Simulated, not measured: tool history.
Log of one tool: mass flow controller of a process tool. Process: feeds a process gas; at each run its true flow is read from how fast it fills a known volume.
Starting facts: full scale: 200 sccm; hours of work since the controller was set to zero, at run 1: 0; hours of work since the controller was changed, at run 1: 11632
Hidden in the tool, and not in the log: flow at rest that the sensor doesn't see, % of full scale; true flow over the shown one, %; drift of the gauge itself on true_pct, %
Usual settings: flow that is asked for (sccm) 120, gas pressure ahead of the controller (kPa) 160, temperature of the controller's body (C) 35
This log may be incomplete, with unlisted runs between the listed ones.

run,hour,flow that is asked for (sccm),gas pressure ahead of the controller (kPa),temperature of the controller's body (C),hours of work since the controller was set to zero,hours of work since the controller was changed,true flow (%)
1,0.0,120,160,35,0,11632,101.97
2,240.5,120,160,35,175,11807,101.97
3,437.6,120,160,35,318,11950,102.10
4,636.9,120,160,35,463,12095,102.20
5,916.2,120,160,35,666,12298,102.27
6,1345.5,120,160,31,978,12611,102.14
7,1711.2,26,160,35,1244,12876,101.72
8,1968.1,120,255,35,1431,13063,101.95
9,2230.8,43,255,36,1622,13254,101.26
10,2625.4,39,160,26,1909,13541,101.48
11,2959.5,156,156,26,2152,13784,102.72
# hour 3017.7: controller exchanged for a calibrated one
12,3309.4,156,156,26,212,212,100.00
13,3676.2,156,156,26,479,479,100.13
14,4012.6,68,150,31,723,723,99.34
15,4332.5,68,150,31,956,956,99.56

Below are 5 alternative next runs, each starting from the tool's condition after run 15. Predict each:
A,4572.8,97,247,32,1131,1131,?
B,4572.8,68,276,33,1131,1131,?
C,4572.8,35,258,40,1131,1131,?
D,4572.8,21,204,26,1131,1131,?
E,4572.8,199,144,34,1131,1131,?

run,true flow (%)
A,99.34
B,99.05
C,99.42
D,99.42
E,101.13
Take away the tool's hidden state, keep each run's random variation, and the runs would have read:
run,true flow (%)
A,98.79
B,98.37
C,98.35
D,97.80
E,100.73
